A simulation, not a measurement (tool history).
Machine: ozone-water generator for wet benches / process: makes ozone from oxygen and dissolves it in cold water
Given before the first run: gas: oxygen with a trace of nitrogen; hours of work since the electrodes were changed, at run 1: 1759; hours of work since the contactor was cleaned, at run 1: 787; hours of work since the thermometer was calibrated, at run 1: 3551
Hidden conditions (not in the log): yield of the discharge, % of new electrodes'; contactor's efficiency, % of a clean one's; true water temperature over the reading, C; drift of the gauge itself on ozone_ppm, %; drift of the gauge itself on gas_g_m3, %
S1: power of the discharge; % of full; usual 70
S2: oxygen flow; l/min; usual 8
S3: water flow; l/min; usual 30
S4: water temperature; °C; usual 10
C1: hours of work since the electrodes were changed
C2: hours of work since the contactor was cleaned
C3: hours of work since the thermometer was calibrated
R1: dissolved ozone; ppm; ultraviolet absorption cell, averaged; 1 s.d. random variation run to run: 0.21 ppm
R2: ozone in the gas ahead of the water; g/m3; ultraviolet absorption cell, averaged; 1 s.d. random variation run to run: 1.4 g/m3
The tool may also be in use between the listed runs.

| run | hour | S1 | S2 | S3 | S4 | C1 | C2 | C3 | R1 | R2 |
|---|---|---|---|---|---|---|---|---|---|---|
| 1 | 0 | 70 | 8 | 30 | 10 | 1759 | 787 | 3551 | 28.4 | 258.2 |
| 2 | 48.9 | 70 | 8 | 30 | 10 | 1799 | 827 | 3592 | 28.8 | 258.7 |
| 3 | 135.6 | 70 | 8 | 30 | 10 | 1871 | 898 | 3663 | 28.5 | 256 |
|  | 165.9 | water thermometer calibrated |
| 4 | 177 | 70 | 8 | 30 | 10 | 1904 | 932 | 9 | 28.7 | 256.1 |
| 5 | 217.3 | 70 | 6.3 | 30 | 10 | 1937 | 965 | 42 | 28.6 | 304.5 |
| 6 | 258.5 | 70 | 8 | 30 | 10 | 1971 | 999 | 76 | 28.6 | 256.3 |
| 7 | 324.3 | 70 | 4.19 | 30 | 10 | 2025 | 1053 | 130 | 28.2 | 389.1 |
| 8 | 390.4 | 70 | 8 | 30 | 10 | 2080 | 1107 | 185 | 28.1 | 255.2 |
| 9 | 473.1 | 70 | 8 | 30 | 10 | 2148 | 1175 | 252 | 28 | 252.1 |
| 10 | 528.1 | 70 | 14.4 | 30 | 10 | 2193 | 1221 | 298 | 26.1 | 170.9 |
| 11 | 601.7 | 85 | 8 | 30 | 10 | 2253 | 1281 | 358 | 33.2 | 298.5 |
| 12 | 681.5 | 65 | 8.2 | 47 | 10 | 2319 | 1347 | 424 | 16 | 233.3 |
| 13 | 727.3 | 83 | 6.98 | 25 | 17 | 2356 | 1384 | 461 | 35.7 | 316.6 |
| 14 | 769.2 | 56 | 8 | 33 | 8 | 2391 | 1419 | 496 | 21.8 | 210.6 |
| 15 | 808.5 | 56 | 8 | 33 | 8 | 2423 | 1451 | 528 | 21.6 | 211.2 |
|  | 820.8 | contactor cleaned |
| 16 | 869 | 70 | 7.33 | 35 | 9 | 2470 | 40 | 574 | 23.5 | 266.6 |
| 17 | 947.2 | 70 | 7.33 | 35 | 9 | 2534 | 104 | 639 | 23.7 | 267 |
| 18 | 1020.4 | 70 | 7.33 | 35 | 9 | 2594 | 164 | 699 | 23.3 | 263.8 |
| 19 | 1101.6 | 61 | 7.33 | 35 | 9 | 2661 | 231 | 766 | 21.2 | 234.9 |
| 20 | 1173.9 | 79 | 7.26 | 35 | 17 | 2720 | 290 | 825 | 23.3 | 294.7 |
|  | 1243.5 | contactor cleaned, once more |
| 21 | 1256.1 | 79 | 7.26 | 19 | 16 | 2784 | 10 | 889 | 43 | 292.8 |
| 22 | 1310.4 | 79 | 7.26 | 19 | 16 | 2829 | 55 | 934 | 43 | 295.4 |

Subtracting, for every run, the result it would have given without the tool's unlogged condition from the measured result gives the following. The same run-to-run variation enters both numbers; the gauge's scatter may not:
| run | R1 | R2 |
|---|---|---|
| 1 | -2.2 | -14.6 |
| 2 | -2.3 | -14.9 |
| 3 | -2.3 | -15.5 |
| 4 | -2.3 | -15.7 |
| 5 | -2.3 | -18.9 |
| 6 | -2.3 | -16.4 |
| 7 | -2.3 | -25.5 |
| 8 | -2.4 | -17.2 |
| 9 | -2.5 | -17.7 |
| 10 | -2.5 | -12.2 |
| 11 | -3.5 | -25.8 |
| 12 | -1.6 | -16.5 |
| 13 | -3.8 | -28 |
| 14 | -1.9 | -13.3 |
| 15 | -1.9 | -13.5 |
| 16 | -2.8 | -21.6 |
| 17 | -3 | -22.2 |
| 18 | -3 | -22.4 |
| 19 | -2.5 | -18.2 |
| 20 | -3.4 | -29.1 |
| 21 | -4.5 | -29.9 |
| 22 | -4.6 | -30.6 |
